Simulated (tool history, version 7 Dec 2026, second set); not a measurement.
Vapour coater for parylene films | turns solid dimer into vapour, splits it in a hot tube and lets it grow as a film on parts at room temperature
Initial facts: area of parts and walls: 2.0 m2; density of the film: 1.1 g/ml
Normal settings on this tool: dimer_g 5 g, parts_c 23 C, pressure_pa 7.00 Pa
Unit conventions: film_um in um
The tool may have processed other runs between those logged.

Run 1, hour 0.0: usual settings. Result: film_um 1.600 um.
Run 2, hour 27.6: usual settings but dimer_g 4 g. Result: film_um 1.275 um.
Run 3, hour 58.0: usual settings but dimer_g 4 g. Result: film_um 1.286 um.
Run 4, hour 80.0: usual settings but dimer_g 4 g, pressure_pa 8.30 Pa. Result: film_um 1.221 um.
Run 5, hour 98.3: usual settings. Result: film_um 1.596 um.
Run 6, hour 133.3: usual settings but pressure_pa 2.61 Pa. Result: film_um 1.912 um.
Run 7, hour 164.2: usual settings but pressure_pa 2.61 Pa. Result: film_um 1.916 um.
Run 8, hour 192.9: usual settings but pressure_pa 2.61 Pa. Result: film_um 1.909 um.
Run 9, hour 233.2: usual settings but pressure_pa 2.61 Pa. Result: film_um 1.912 um.
Run 10, hour 264.3: usual settings but pressure_pa 2.61 Pa. Result: film_um 1.902 um.
Run 11, hour 286.4: usual settings but pressure_pa 2.61 Pa. Result: film_um 1.902 um.
Run 12, hour 323.4: usual settings but parts_c 15 C. Result: film_um 2.116 um.
Run 13, hour 364.3: usual settings but parts_c 24 C. Result: film_um 1.528 um.
Run 14, hour 397.6: usual settings but parts_c 24 C. Result: film_um 1.527 um.
Run 15, hour 421.8: usual settings but parts_c 24 C, pressure_pa 2.05 Pa. Result: film_um 1.917 um.
Run 16, hour 447.3: usual settings. Result: film_um 1.574 um.
Run 17, hour 472.0: usual settings but dimer_g 3 g. Result: film_um 0.936 um.
Run 18, hour 511.5: usual settings. Result: film_um 1.567 um.
Run 19, hour 529.3: usual settings. Result: film_um 1.561 um.
Run 20, hour 559.6: usual settings but dimer_g 7 g. Result: film_um 2.191 um.
Run 21, hour 596.3: usual settings but dimer_g 3 g. Result: film_um 0.951 um.
Run 22, hour 636.9: usual settings but parts_c 16 C. Result: film_um 2.023 um.
Run 23, hour 670.7: usual settings but dimer_g 6 g. Result: film_um 1.869 um.
Run 24, hour 688.4: usual settings but dimer_g 7 g, parts_c 27 C, pressure_pa 7.74 Pa. Result: film_um 1.860 um.
Run 25, hour 719.0: usual settings but dimer_g 7 g, parts_c 27 C, pressure_pa 7.74 Pa. Result: film_um 1.855 um.
Run 26, hour 756.8: usual settings but dimer_g 8 g, pressure_pa 2.65 Pa. Result: film_um 2.992 um.
Run 27, hour 782.9: usual settings but dimer_g 8 g, parts_c 31 C, pressure_pa 8.48 Pa. Result: film_um 1.793 um.
Run 28, hour 805.1: usual settings but dimer_g 2 g, parts_c 15 C, pressure_pa 3.09 Pa. Result: film_um 0.863 um.
Run 29, hour 839.3: usual settings but dimer_g 8 g, parts_c 27 C, pressure_pa 4.48 Pa. Result: film_um 2.363 um.
Run 30, hour 866.7: usual settings but parts_c 19 C, pressure_pa 5.59 Pa. Result: film_um 1.900 um.
Run 31, hour 906.2: usual settings but parts_c 19 C, pressure_pa 5.59 Pa. Result: film_um 1.880 um.
Run 32, hour 935.6: usual settings but parts_c 19 C, pressure_pa 5.59 Pa. Result: film_um 1.890 um.
Run 33, hour 958.1: usual settings but parts_c 19 C, pressure_pa 7.46 Pa. Result: film_um 1.780 um.
Run 34, hour 976.7: usual settings but parts_c 19 C, pressure_pa 7.46 Pa. Result: film_um 1.757 um.
Run 35, hour 1009.8: usual settings but dimer_g 3 g, parts_c 18 C, pressure_pa 2.67 Pa. Result: film_um 1.337 um.
Run 36, hour 1045.2: usual settings but dimer_g 6 g, parts_c 18 C, pressure_pa 3.30 Pa. Result: film_um 2.648 um.
Run 37, hour 1062.2: usual settings but dimer_g 2 g, pressure_pa 3.43 Pa. Result: film_um 0.734 um.
Run 38, hour 1087.1: usual settings but parts_c 16 C, pressure_pa 5.05 Pa. Result: film_um 2.204 um.
Run 39, hour 1108.4: usual settings but parts_c 34 C, pressure_pa 11.76 Pa. Result: film_um 0.959 um.
Run 40, hour 1127.7: usual settings but dimer_g 2 g, parts_c 29 C, pressure_pa 8.80 Pa. Result: film_um 0.482 um.
Run 41, hour 1163.4: usual settings but parts_c 15 C. Result: film_um 2.122 um.

Not shown here: 3 entries made in the log between runs. Locate each between two listed runs and compare the hidden state at the listed run before it with the hidden state at the listed run after it:
In the gap between runs 14 and 15: table's thermometer calibrated (hour 411.9)
  true temperature of the parts over the reading, C: 0.01 -> 0; drift of the gauge itself on film_um, %: -1.18 -> -1.25
  what was measured, less what the result would be without the hidden state, film_um: -0.020 -> -0.027 um
In the gap between runs 25 and 26: trap's valve overhauled (hour 746.3)
  vapour lost through the trap's worn valve, %: 0.2 -> 0; drift of the gauge itself on film_um, %: -2.14 -> -2.24
  what was measured, less what the result would be without the hidden state, film_um: -0.044 -> -0.071 um
In the gap between runs 34 and 35: gauge calibrated (hour 1006.6)
  drift of the gauge itself on film_um, %: -2.9 -> -0.01
  what was measured, less what the result would be without the hidden state, film_um: -0.054 -> -0.001 um
